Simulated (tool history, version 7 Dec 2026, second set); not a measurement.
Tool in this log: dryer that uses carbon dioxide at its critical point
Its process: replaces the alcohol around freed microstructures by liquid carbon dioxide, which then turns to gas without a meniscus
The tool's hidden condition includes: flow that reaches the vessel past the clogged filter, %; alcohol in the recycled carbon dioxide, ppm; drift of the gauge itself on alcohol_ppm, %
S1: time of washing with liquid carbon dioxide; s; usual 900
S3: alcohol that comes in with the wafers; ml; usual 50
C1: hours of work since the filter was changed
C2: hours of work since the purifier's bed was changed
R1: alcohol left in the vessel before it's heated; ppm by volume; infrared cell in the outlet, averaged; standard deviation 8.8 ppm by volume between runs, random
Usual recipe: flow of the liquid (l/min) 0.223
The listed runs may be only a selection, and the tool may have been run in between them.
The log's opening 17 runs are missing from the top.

run 18 hour=606.3 | S1=900 flow_of_the_liquid_(l/min)=0.223 S3=50 | C1=196 C2=350 | R1=699
run 19 hour=652.7 | S1=900 flow_of_the_liquid_(l/min)=0.223 S3=50 | C1=233 C2=387 | R1=743
run 20 hour=687.9 | S1=900 flow_of_the_liquid_(l/min)=0.223 S3=50 | C1=260 C2=415 | R1=760
run 21 hour=721.3 | S1=900 flow_of_the_liquid_(l/min)=0.223 S3=50 | C1=287 C2=441 | R1=786
run 22 hour=758.9 | S1=900 flow_of_the_liquid_(l/min)=0.223 S3=50 | C1=317 C2=471 | R1=833
run 23 hour=796.1 | S1=900 flow_of_the_liquid_(l/min)=0.223 S3=50 | C1=347 C2=501 | R1=848
run 24 hour=816.4 | S1=720 flow_of_the_liquid_(l/min)=0.155 S3=109 | C1=363 C2=517 | R1=14726
-- hour=839.8 inlet filter changed
run 25 hour=840.7 | S1=840 flow_of_the_liquid_(l/min)=0.223 S3=25 | C1=1 C2=536 | R1=466
run 26 hour=863.6 | S1=900 flow_of_the_liquid_(l/min)=0.223 S3=23 | C1=19 C2=554 | R1=331
run 27 hour=887.6 | S1=900 flow_of_the_liquid_(l/min)=0.223 S3=23 | C1=38 C2=573 | R1=339

For run 28, what comes out?
run 28 hour=931.9 | S1=1200 flow_of_the_liquid_(l/min)=0.223 S3=72 | C1=73 C2=608 | R1=?

R1: 251 ppm by volume
The same run, on a tool lacking any hidden state, would have yielded R1 118 ppm by volume.
